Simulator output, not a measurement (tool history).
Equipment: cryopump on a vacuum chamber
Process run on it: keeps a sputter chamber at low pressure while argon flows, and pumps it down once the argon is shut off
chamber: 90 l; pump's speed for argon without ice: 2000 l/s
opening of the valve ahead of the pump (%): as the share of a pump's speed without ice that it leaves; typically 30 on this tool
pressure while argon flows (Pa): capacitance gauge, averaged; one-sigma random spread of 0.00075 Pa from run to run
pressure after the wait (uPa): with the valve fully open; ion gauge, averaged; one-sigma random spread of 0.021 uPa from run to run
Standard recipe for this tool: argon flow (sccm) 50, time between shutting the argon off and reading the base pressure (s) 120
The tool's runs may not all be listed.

run    hour  argon flow (sccm)  time between shutting the argon off and reading the base pressure (s)  opening of the valve ahead of the pump (%)  pressure while argon flows (Pa)  pressure after the wait (uPa)
  1       0                 50                                                                    120                                          30                           0.1489                           0.96
  2    58.4                 50                                                                    120                                          30                           0.1475                           0.98
  3   156.6                 50                                                                    120                                          30                           0.1507                           1.08
  4   212.1                 50                                                                    120                                          30                           0.1521                           1.04
  5   310.2                 26                                                                    120                                          30                           0.0818                           1.13
  6   378.8                 50                                                                    120                                          30                           0.1581                           1.14
      470.5  -- pump warmed up, emptied and cooled again
  7   484.4                 48                                                                    120                                          30                           0.1364                           0.91
  8   584.2                 48                                                                    120                                          30                           0.1379                           0.94
  9   652.4                 48                                                                    120                                          30                           0.1396                           1.03
 10   760.1                 48                                                                    120                                          30                           0.1406                           1.03
 11   853.4                 50                                                                    120                                          30                           0.1495                           1.07
      929.3  -- leaking fittings of the chamber tightened, without venting
 12   975.3                 50                                                                    120                                          36                           0.1298                           0.59
 13  1040.2                 50                                                                    109                                          41                           0.1177                           0.62
 14  1149.6                 50                                                                    109                                          41                           0.1204                           0.68
       1193  -- pump warmed up, emptied and cooled again
 15    1221                 57                                                                     40                                          58                           0.0852                           1.26
 16  1318.6                 57                                                                     40                                          58                           0.0866                            1.3
 17  1372.3                 50                                                                     25                                          53                           0.0837                           1.87
 18  1475.6                 50                                                                    178                                          30                           0.1485                           0.48
 19  1566.2                 86                                                                    129                                          58                           0.1413                           0.65
 20  1679.2                 86                                                                    129                                          58                           0.1445                           0.65
 21    1749                 44                                                                    129                                          26                           0.1553                           0.69
 22    1854                 44                                                                     36                                          18                           0.2207                           1.55
     1908.6  -- pump warmed up, emptied and cooled again
 23  1908.6                 85                                                                     28                                          34                           0.2119                           1.78
 24  2027.4                 85                                                                     28                                          34                           0.2164                           1.86

4 options for the next run, each taken on its own from the tool as it stands now. Forecast them:
  A  2122.8                 96                                                                    120                                          30                                ?                              ?
  B  2122.8                 85                                                                     28                                          55                                ?                              ?
  C  2122.8                 85                                                                    223                                          58                                ?                              ?
  D  2122.8                 85                                                                     28                                          43                                ?                              ?

run  pressure while argon flows (Pa)  pressure after the wait (uPa)
  A                           0.2801                           0.76
  B                           0.1415                           1.88
  C                           0.1332                           0.58
  D                           0.1753                           1.82
Without the tool's hidden state the same runs would have given:
run  pressure while argon flows (Pa)  pressure after the wait (uPa)
  A                             0.27                           0.52
  B                           0.1324                           1.63
  C                           0.1243                           0.34
  D                           0.1664                           1.58
